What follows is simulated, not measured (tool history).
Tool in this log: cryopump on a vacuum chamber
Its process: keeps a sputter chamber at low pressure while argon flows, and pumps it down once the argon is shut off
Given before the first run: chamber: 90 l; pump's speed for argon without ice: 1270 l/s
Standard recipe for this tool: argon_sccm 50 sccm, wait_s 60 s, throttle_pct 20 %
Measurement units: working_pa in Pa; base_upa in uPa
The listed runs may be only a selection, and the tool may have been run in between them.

{"run": 1, "hour": 0.0, "argon_sccm": 50, "wait_s": 60, "throttle_pct": 20, "working_pa": 0.3508, "base_upa": 2.11}
{"run": 2, "hour": 19.4, "argon_sccm": 50, "wait_s": 60, "throttle_pct": 20, "working_pa": 0.3499, "base_upa": 2.13}
{"run": 3, "hour": 36.7, "argon_sccm": 50, "wait_s": 60, "throttle_pct": 20, "working_pa": 0.3497, "base_upa": 2.11}
{"run": 4, "hour": 66.4, "argon_sccm": 50, "wait_s": 60, "throttle_pct": 20, "working_pa": 0.3524, "base_upa": 2.18}
{"run": 5, "hour": 90.7, "argon_sccm": 50, "wait_s": 151, "throttle_pct": 20, "working_pa": 0.3554, "base_upa": 1.11}
{"run": 6, "hour": 118.5, "argon_sccm": 50, "wait_s": 151, "throttle_pct": 20, "working_pa": 0.3579, "base_upa": 1.18}
{"run": 7, "hour": 140.2, "argon_sccm": 93, "wait_s": 60, "throttle_pct": 20, "working_pa": 0.6606, "base_upa": 2.27}
{"run": 8, "hour": 172.5, "argon_sccm": 93, "wait_s": 60, "throttle_pct": 20, "working_pa": 0.6691, "base_upa": 2.26}
{"run": 9, "hour": 192.2, "argon_sccm": 93, "wait_s": 60, "throttle_pct": 20, "working_pa": 0.6733, "base_upa": 2.22}
{"run": 10, "hour": 214.5, "argon_sccm": 50, "wait_s": 60, "throttle_pct": 20, "working_pa": 0.3641, "base_upa": 2.27}
{"run": 11, "hour": 236.7, "argon_sccm": 50, "wait_s": 26, "throttle_pct": 20, "working_pa": 0.364, "base_upa": 4.67}
{"run": 12, "hour": 262.2, "argon_sccm": 50, "wait_s": 26, "throttle_pct": 20, "working_pa": 0.3659, "base_upa": 4.98}
{"hour": 276.0, "done": "pump warmed up, emptied and cooled again"}
{"run": 13, "hour": 284.7, "argon_sccm": 50, "wait_s": 26, "throttle_pct": 20, "working_pa": 0.3333, "base_upa": 4.62}
{"run": 14, "hour": 298.4, "argon_sccm": 50, "wait_s": 26, "throttle_pct": 20, "working_pa": 0.3336, "base_upa": 4.44}
{"run": 15, "hour": 325.1, "argon_sccm": 68, "wait_s": 60, "throttle_pct": 20, "working_pa": 0.4581, "base_upa": 2.22}
{"run": 16, "hour": 354.8, "argon_sccm": 68, "wait_s": 60, "throttle_pct": 20, "working_pa": 0.4599, "base_upa": 2.27}
{"run": 17, "hour": 384.7, "argon_sccm": 68, "wait_s": 105, "throttle_pct": 40, "working_pa": 0.2327, "base_upa": 1.5}
{"run": 18, "hour": 404.0, "argon_sccm": 35, "wait_s": 60, "throttle_pct": 20, "working_pa": 0.2371, "base_upa": 2.3}
{"run": 19, "hour": 422.5, "argon_sccm": 41, "wait_s": 270, "throttle_pct": 31, "working_pa": 0.1816, "base_upa": 0.9}
{"run": 20, "hour": 452.2, "argon_sccm": 46, "wait_s": 89, "throttle_pct": 46, "working_pa": 0.1412, "base_upa": 1.74}
{"run": 21, "hour": 471.3, "argon_sccm": 46, "wait_s": 89, "throttle_pct": 46, "working_pa": 0.1419, "base_upa": 1.73}
{"run": 22, "hour": 494.4, "argon_sccm": 48, "wait_s": 60, "throttle_pct": 25, "working_pa": 0.2676, "base_upa": 2.46}
{"run": 23, "hour": 512.2, "argon_sccm": 25, "wait_s": 40, "throttle_pct": 20, "working_pa": 0.1735, "base_upa": 3.23}
{"run": 24, "hour": 526.2, "argon_sccm": 25, "wait_s": 53, "throttle_pct": 28, "working_pa": 0.1254, "base_upa": 2.71}
{"run": 25, "hour": 553.2, "argon_sccm": 25, "wait_s": 53, "throttle_pct": 28, "working_pa": 0.1251, "base_upa": 2.73}
{"run": 26, "hour": 567.5, "argon_sccm": 53, "wait_s": 20, "throttle_pct": 22, "working_pa": 0.3373, "base_upa": 6.14}
{"run": 27, "hour": 583.9, "argon_sccm": 32, "wait_s": 59, "throttle_pct": 24, "working_pa": 0.1881, "base_upa": 2.45}
{"run": 28, "hour": 607.0, "argon_sccm": 74, "wait_s": 60, "throttle_pct": 32, "working_pa": 0.3308, "base_upa": 2.47}
{"run": 29, "hour": 626.2, "argon_sccm": 74, "wait_s": 60, "throttle_pct": 32, "working_pa": 0.3332, "base_upa": 2.54}
{"run": 30, "hour": 643.0, "argon_sccm": 50, "wait_s": 282, "throttle_pct": 20, "working_pa": 0.3507, "base_upa": 1.13}

4 options for the next run, each taken on its own from the tool as it stands now. Forecast them:
{"run": "A", "hour": 674.4, "argon_sccm": 98, "wait_s": 48, "throttle_pct": 20, "working_pa": "?", "base_upa": "?"}
{"run": "B", "hour": 674.4, "argon_sccm": 29, "wait_s": 60, "throttle_pct": 39, "working_pa": "?", "base_upa": "?"}
{"run": "C", "hour": 674.4, "argon_sccm": 69, "wait_s": 160, "throttle_pct": 20, "working_pa": "?", "base_upa": "?"}
{"run": "D", "hour": 674.4, "argon_sccm": 25, "wait_s": 24, "throttle_pct": 15, "working_pa": "?", "base_upa": "?"}

run=A working_pa=0.6927 base_upa=3.07
run=B working_pa=0.1107 base_upa=2.6
run=C working_pa=0.4893 base_upa=1.44
run=D working_pa=0.2316 base_upa=5.26
With the hidden condition removed and each run's random variation left untouched, the same runs would have given:
run=A working_pa=0.6511 base_upa=2.51
run=B working_pa=0.0983 base_upa=2.05
run=C working_pa=0.4599 base_upa=0.89
run=D working_pa=0.221 base_upa=4.71

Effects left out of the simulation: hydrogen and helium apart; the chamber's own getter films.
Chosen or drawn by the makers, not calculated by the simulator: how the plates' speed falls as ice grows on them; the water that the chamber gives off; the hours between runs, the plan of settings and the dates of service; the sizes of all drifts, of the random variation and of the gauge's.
